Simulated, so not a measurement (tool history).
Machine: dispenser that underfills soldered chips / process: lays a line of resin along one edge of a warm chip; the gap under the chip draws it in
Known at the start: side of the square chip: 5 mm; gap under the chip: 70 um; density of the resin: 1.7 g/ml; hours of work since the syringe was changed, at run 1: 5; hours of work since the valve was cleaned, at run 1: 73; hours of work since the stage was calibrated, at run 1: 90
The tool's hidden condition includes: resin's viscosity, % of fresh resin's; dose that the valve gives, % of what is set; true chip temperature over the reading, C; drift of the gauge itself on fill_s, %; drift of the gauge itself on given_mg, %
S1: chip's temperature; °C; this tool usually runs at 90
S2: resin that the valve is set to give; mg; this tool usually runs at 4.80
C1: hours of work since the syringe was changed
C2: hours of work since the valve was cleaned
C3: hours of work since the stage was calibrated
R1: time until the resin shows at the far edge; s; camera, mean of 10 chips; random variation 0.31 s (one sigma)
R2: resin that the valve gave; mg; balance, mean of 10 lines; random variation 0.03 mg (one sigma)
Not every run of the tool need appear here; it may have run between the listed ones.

run	day	S1	S2	C1	C2	C3	R1	R2
1	0.000	90	4.80	5	73	90	9.6	4.58
2	0.217	90	4.80	10	77	94	13.1	4.61
# day 0.325: new syringe of resin
3	0.375	90	4.80	1	80	97	7.7	4.48
4	0.525	90	4.80	4	83	100	8.9	4.54
5	0.629	90	4.80	6	85	102	9.9	4.51
# day 0.788: dispensing valve cleaned and set on the balance
6	0.854	90	4.80	9	1	105	13.0	4.79
# day 0.971: new syringe of resin
7	1.071	90	4.80	2	5	109	8.4	4.75
8	1.283	90	4.80	6	9	113	11.0	4.71
9	1.492	99	4.80	10	13	117	9.3	4.69
# day 1.571: new syringe of resin
10	1.712	93	4.80	3	17	121	7.6	4.74
11	1.812	93	4.80	5	19	123	8.3	4.71
12	1.950	93	4.80	7	22	126	9.9	4.64
13	2.125	93	4.80	11	25	129	12.5	4.71
# day 2.171: new syringe of resin
14	2.242	85	5.65	1	27	131	9.4	5.54
15	2.433	90	6.10	5	31	135	9.6	5.96
16	2.546	78	4.89	7	33	137	20.0	4.72
17	2.738	95	4.12	11	37	140	12.1	3.99
# day 2.779: new syringe of resin
18	2.858	95	5.79	2	39	142	6.4	5.55
19	3.021	87	4.58	5	42	146	11.2	4.42
20	3.242	95	5.74	9	46	150	10.5	5.52
# day 3.383: new syringe of resin
21	3.421	95	5.74	1	49	153	5.7	5.53
22	3.629	86	5.74	5	53	157	11.5	5.47
23	3.783	100	5.73	8	56	160	7.6	5.47
24	3.879	82	5.54	10	58	162	19.2	5.24
# day 3.988: new syringe of resin
25	4.012	98	4.39	1	60	164	4.9	4.20

Predict each of these 4 candidate next runs independently; none follows another, all start after run 25:
A	4.158	78	4.96	3	63	167	?	?
B	4.158	93	5.98	3	63	167	?	?
C	4.158	98	5.99	3	63	167	?	?
D	4.158	88	5.31	3	63	167	?	?

run	R1	R2
A	15.4	4.67
B	7.5	5.73
C	6.4	5.70
D	10.1	5.07
Take away the tool's hidden state, keep each run's random variation, and the runs would have read:
run	R1	R2
A	11.8	4.91
B	5.8	6.02
C	5.0	5.99
D	7.8	5.33
